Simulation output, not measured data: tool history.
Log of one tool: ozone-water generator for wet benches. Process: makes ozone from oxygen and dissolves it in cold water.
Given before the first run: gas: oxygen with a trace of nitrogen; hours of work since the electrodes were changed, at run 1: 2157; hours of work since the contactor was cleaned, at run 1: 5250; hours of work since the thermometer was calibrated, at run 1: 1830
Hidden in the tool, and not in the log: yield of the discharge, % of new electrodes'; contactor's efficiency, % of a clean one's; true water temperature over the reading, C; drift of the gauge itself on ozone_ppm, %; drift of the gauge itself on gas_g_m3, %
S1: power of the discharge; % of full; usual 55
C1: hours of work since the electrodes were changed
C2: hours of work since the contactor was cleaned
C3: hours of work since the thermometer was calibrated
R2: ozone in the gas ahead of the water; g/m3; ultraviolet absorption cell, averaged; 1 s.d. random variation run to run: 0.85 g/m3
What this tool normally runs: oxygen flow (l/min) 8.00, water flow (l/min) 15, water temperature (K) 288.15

{"run": 1, "hour": 0.0, "S1": 55, "oxygen flow (l/min)": 8.0, "water flow (l/min)": 15, "water temperature (K)": 288.15, "C1": 2157, "C2": 5250, "C3": 1830, "dissolved ozone (ppm)": 18.1, "R2": 135.2}
{"run": 2, "hour": 44.9, "S1": 55, "oxygen flow (l/min)": 5.48, "water flow (l/min)": 15, "water temperature (K)": 288.15, "C1": 2190, "C2": 5283, "C3": 1864, "dissolved ozone (ppm)": 19.5, "R2": 165.1}
{"run": 3, "hour": 101.6, "S1": 55, "oxygen flow (l/min)": 8.0, "water flow (l/min)": 15, "water temperature (K)": 288.15, "C1": 2232, "C2": 5325, "C3": 1906, "dissolved ozone (ppm)": 18.3, "R2": 130.1}
{"run": 4, "hour": 171.8, "S1": 55, "oxygen flow (l/min)": 8.0, "water flow (l/min)": 15, "water temperature (K)": 288.15, "C1": 2284, "C2": 5378, "C3": 1958, "dissolved ozone (ppm)": 18.3, "R2": 132.3}
{"run": 5, "hour": 249.0, "S1": 73, "oxygen flow (l/min)": 8.0, "water flow (l/min)": 15, "water temperature (K)": 288.15, "C1": 2341, "C2": 5435, "C3": 2015, "dissolved ozone (ppm)": 21.7, "R2": 156.3}
{"run": 6, "hour": 347.7, "S1": 73, "oxygen flow (l/min)": 8.0, "water flow (l/min)": 15, "water temperature (K)": 288.15, "C1": 2415, "C2": 5508, "C3": 2089, "dissolved ozone (ppm)": 21.4, "R2": 156.9}
{"run": 7, "hour": 449.1, "S1": 73, "oxygen flow (l/min)": 8.0, "water flow (l/min)": 15, "water temperature (K)": 288.15, "C1": 2490, "C2": 5584, "C3": 2164, "dissolved ozone (ppm)": 21.6, "R2": 155.3}
{"run": 8, "hour": 549.9, "S1": 73, "oxygen flow (l/min)": 8.0, "water flow (l/min)": 15, "water temperature (K)": 288.15, "C1": 2565, "C2": 5658, "C3": 2239, "dissolved ozone (ppm)": 21.5, "R2": 153.3}
{"run": 9, "hour": 614.1, "S1": 55, "oxygen flow (l/min)": 8.0, "water flow (l/min)": 11, "water temperature (K)": 288.15, "C1": 2613, "C2": 5706, "C3": 2286, "dissolved ozone (ppm)": 21.6, "R2": 131.7}
{"run": 10, "hour": 674.1, "S1": 55, "oxygen flow (l/min)": 6.94, "water flow (l/min)": 11, "water temperature (K)": 288.15, "C1": 2657, "C2": 5751, "C3": 2331, "dissolved ozone (ppm)": 22.5, "R2": 142.5}
{"run": 11, "hour": 748.2, "S1": 55, "oxygen flow (l/min)": 6.94, "water flow (l/min)": 11, "water temperature (K)": 288.15, "C1": 2712, "C2": 5806, "C3": 2386, "dissolved ozone (ppm)": 22.2, "R2": 144.0}
{"run": 12, "hour": 815.5, "S1": 55, "oxygen flow (l/min)": 8.0, "water flow (l/min)": 15, "water temperature (K)": 288.15, "C1": 2762, "C2": 5856, "C3": 2436, "dissolved ozone (ppm)": 18.1, "R2": 131.8}
{"run": 13, "hour": 904.3, "S1": 74, "oxygen flow (l/min)": 8.0, "water flow (l/min)": 15, "water temperature (K)": 288.15, "C1": 2828, "C2": 5922, "C3": 2502, "dissolved ozone (ppm)": 21.2, "R2": 155.8}
{"run": 14, "hour": 953.5, "S1": 55, "oxygen flow (l/min)": 8.0, "water flow (l/min)": 15, "water temperature (K)": 288.15, "C1": 2865, "C2": 5958, "C3": 2539, "dissolved ozone (ppm)": 18.1, "R2": 131.8}
{"hour": 1010.7, "done": "water thermometer calibrated"}
{"run": 15, "hour": 1011.9, "S1": 55, "oxygen flow (l/min)": 8.0, "water flow (l/min)": 15, "water temperature (K)": 288.15, "C1": 2908, "C2": 6001, "C3": 1, "dissolved ozone (ppm)": 18.1, "R2": 133.1}
{"run": 16, "hour": 1076.2, "S1": 55, "oxygen flow (l/min)": 5.69, "water flow (l/min)": 15, "water temperature (K)": 290.15, "C1": 2956, "C2": 6049, "C3": 49, "dissolved ozone (ppm)": 18.9, "R2": 160.7}
{"run": 17, "hour": 1132.6, "S1": 97, "oxygen flow (l/min)": 4.98, "water flow (l/min)": 14, "water temperature (K)": 291.15, "C1": 2997, "C2": 6091, "C3": 91, "dissolved ozone (ppm)": 26.7, "R2": 243.5}
{"run": 18, "hour": 1189.4, "S1": 97, "oxygen flow (l/min)": 4.98, "water flow (l/min)": 14, "water temperature (K)": 291.15, "C1": 3040, "C2": 6133, "C3": 133, "dissolved ozone (ppm)": 26.8, "R2": 241.7}
{"run": 19, "hour": 1244.7, "S1": 55, "oxygen flow (l/min)": 8.0, "water flow (l/min)": 17, "water temperature (K)": 288.15, "C1": 3081, "C2": 6174, "C3": 174, "dissolved ozone (ppm)": 16.6, "R2": 130.9}

Run 20 is up next; what results do you expect?
{"run": 20, "hour": 1314.6, "S1": 55, "oxygen flow (l/min)": 8.0, "water flow (l/min)": 10, "water temperature (K)": 288.15, "C1": 3133, "C2": 6226, "C3": 226, "dissolved ozone (ppm)": "?", "R2": "?"}

dissolved ozone (ppm): 22.2
R2: 130.9 g/m3
Were there no unlogged condition in the tool, this run, its random variation unchanged, would have produced dissolved ozone (ppm) 24.9, R2 136.9 g/m3.
